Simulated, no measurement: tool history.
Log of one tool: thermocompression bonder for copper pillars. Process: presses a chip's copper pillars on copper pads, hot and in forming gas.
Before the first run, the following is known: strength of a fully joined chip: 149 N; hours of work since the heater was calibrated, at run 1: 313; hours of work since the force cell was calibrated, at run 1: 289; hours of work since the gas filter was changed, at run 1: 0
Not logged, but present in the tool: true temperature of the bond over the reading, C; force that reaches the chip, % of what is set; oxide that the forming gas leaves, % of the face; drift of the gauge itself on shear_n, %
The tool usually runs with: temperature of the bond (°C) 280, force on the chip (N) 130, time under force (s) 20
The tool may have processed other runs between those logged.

run   hour  temperature of the bond (°C)  force on the chip (N)  time under force (s)  hours of work since the heater was calibrated  hours of work since the force cell was calibrated  hours of work since the gas filter was changed  force that shears a chip off (N)
  1      0                           280                    130                    20                                            313                                                289                                               0                              59.2
  2   15.1                           280                    130                    20                                            323                                                300                                              10                              59.5
  3   26.7                           280                    125                    20                                            331                                                308                                              18                              57.2
  4   35.4                           275                    130                    20                                            337                                                314                                              24                                56
  5   44.8                           280                    138                    20                                            344                                                320                                              31                              61.9
  6   65.1                           280                    130                    17                                            358                                                334                                              45                              54.6
  7   76.7                           273                    130                    17                                            366                                                342                                              53                              51.2
  8     86                           280                    130                    20                                            372                                                348                                              59                              57.7
  9   94.9                           280                    130                    13                                            378                                                355                                              65                                48
 10  106.5                           299                    130                    20                                            386                                                363                                              73                              67.9
 11  120.7                           299                    130                    20                                            396                                                372                                              83                                67
 12  140.6                           257                    130                    20                                            410                                                386                                              97                              44.9
 13  158.8                           280                    141                    20                                            422                                                399                                             109                              59.9
 14  167.5                           284                    130                    20                                            428                                                405                                             115                              58.6
 15  184.5                           271                    130                    20                                            440                                                416                                             127                              51.1
 16  193.8                           271                    130                    20                                            446                                                423                                             134                              50.7
 17  212.6                           271                    130                    20                                            459                                                436                                             147                              49.6
 18  229.8                           271                    130                    20                                            471                                                448                                             158                              50.1
 19  245.1                           280                    162                    20                                            482                                                458                                             169                              64.8
 20  255.8                           280                    162                    20                                            489                                                465                                             176                              64.2
     267.3  -- forming gas filter changed
 21  271.1                           280                    162                    20                                            499                                                476                                               3                                72
 22  285.3                           280                    162                    20                                            509                                                485                                              12                              70.6
 23  303.7                           278                    117                    19                                            522                                                498                                              25                              52.1
 24  315.6                           307                    174                    34                                            530                                                506                                              33                             104.7
 25    330                           299                    179                    32                                            540                                                516                                              43                              99.5
 26  339.4                           291                     83                    15                                            546                                                523                                              50                              39.2
 27  359.5                           280                    174                    15                                            560                                                537                                              64                              66.6
 28  375.8                           302                    172                    11                                            571                                                548                                              75                              70.2
 29  394.1                           282                    103                    11                                            584                                                561                                              87                              37.1
 30  407.5                           294                    110                    13                                            593                                                570                                              97                              47.7
 31  418.5                           294                    139                    21                                            601                                                577                                             104                              68.8
 32    438                           272                    194                    21                                            614                                                591                                             118                              73.3
 33  455.8                           272                    194                    21                                            627                                                603                                             130                              72.4
 34  473.6                           309                     84                    21                                            639                                                615                                             142                              50.6
 35  485.7                           290                    130                    20                                            647                                                624                                             151                              60.7
 36  500.8                           252                    182                    44                                            658                                                634                                             161                              72.7
 37  520.5                           252                    182                    12                                            671                                                648                                             175                              44.7
     534.4  -- forming gas filter changed
 38  539.1                           252                    182                    12                                            684                                                660                                               3                              49.4
 39  555.7                           280                    118                    20                                            695                                                672                                              15                              54.6
 40  569.7                           287                    140                    17                                            705                                                681                                              24                              62.9
 41  588.8                           280                    190                    12                                            718                                                694                                              38                              66.5

Branching from run 41: 3 alternative next runs. What would each branch give?
  A  599.4                           274                    190                    13                                            725                                                702                                              45                                 ?
  B  599.4                           300                    130                    20                                            725                                                702                                              45                                 ?
  C  599.4                           275                    190                    12                                            725                                                702                                              45                                 ?

run  force that shears a chip off (N)
  A                              64.3
  B                              70.7
  C                              62.9
The same runs, with their run-to-run variation unchanged, on a tool lacking any hidden condition would have given:
run  force that shears a chip off (N)
  A                              65.6
  B                                72
  C                              64.2
